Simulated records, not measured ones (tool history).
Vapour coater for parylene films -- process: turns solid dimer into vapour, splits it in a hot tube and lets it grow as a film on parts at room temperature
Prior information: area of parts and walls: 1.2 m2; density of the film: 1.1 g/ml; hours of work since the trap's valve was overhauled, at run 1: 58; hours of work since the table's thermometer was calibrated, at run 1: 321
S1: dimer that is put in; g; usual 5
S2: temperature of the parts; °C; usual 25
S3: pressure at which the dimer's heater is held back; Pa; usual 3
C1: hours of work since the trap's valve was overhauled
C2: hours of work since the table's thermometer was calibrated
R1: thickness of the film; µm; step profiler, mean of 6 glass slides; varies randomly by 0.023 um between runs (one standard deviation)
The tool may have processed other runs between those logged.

| run | hour | S1 | S2 | S3 | C1 | C2 | R1 |
|---|---|---|---|---|---|---|---|
| 1 | 0 | 5 | 25 | 3 | 58 | 321 | 2.44 |
| 2 | 68.2 | 5 | 25 | 4.56 | 96 | 359 | 2.35 |
| 3 | 129.9 | 5 | 25 | 4.56 | 130 | 393 | 2.36 |
| 4 | 179.3 | 5 | 25 | 3 | 157 | 420 | 2.39 |
| 5 | 229.9 | 5 | 25 | 3 | 185 | 449 | 2.38 |
| 6 | 279.2 | 5 | 25 | 3 | 213 | 476 | 2.33 |
| 7 | 347.3 | 5 | 35 | 3 | 250 | 514 | 1.62 |
| 8 | 396.2 | 5 | 35 | 3 | 277 | 541 | 1.62 |
|  | 439.6 | trap's valve overhauled |
| 9 | 456.7 | 5 | 18 | 3 | 9 | 572 | 3.27 |
| 10 | 525.8 | 8 | 18 | 4.63 | 48 | 611 | 5.02 |
| 11 | 596.4 | 7 | 19 | 2.94 | 87 | 650 | 4.29 |
| 12 | 661.4 | 5 | 36 | 10.51 | 123 | 686 | 1.5 |
| 13 | 713.1 | 5 | 36 | 10.51 | 152 | 714 | 1.48 |
| 14 | 751.9 | 5 | 34 | 10.51 | 173 | 736 | 1.54 |
| 15 | 793.9 | 5 | 34 | 10.51 | 196 | 759 | 1.57 |
| 16 | 837.7 | 6 | 25 | 3.68 | 221 | 783 | 2.81 |
| 17 | 908.3 | 6 | 25 | 3.68 | 260 | 823 | 2.76 |

Here are 4 independent what-if runs from the current tool condition. What would each one return?
|  | 940 | table's thermometer calibrated |
| A | 950.2 | 3 | 25 | 3 | 283 | 6 | ? |
|  | 940 | table's thermometer calibrated |
| B | 950.2 | 5 | 25 | 3 | 283 | 6 | ? |
|  | 940 | table's thermometer calibrated |
| C | 950.2 | 6 | 25 | 9.57 | 283 | 6 | ? |
|  | 940 | table's thermometer calibrated |
| D | 950.2 | 3 | 25 | 3.68 | 283 | 6 | ? |

| run | R1 |
|---|---|
| A | 1.4 |
| B | 2.26 |
| C | 2.53 |
| D | 1.36 |
With the hidden condition removed and each run's random variation left untouched, the same runs would have given:
| run | R1 |
|---|---|
| A | 1.53 |
| B | 2.47 |
| C | 2.76 |
| D | 1.48 |
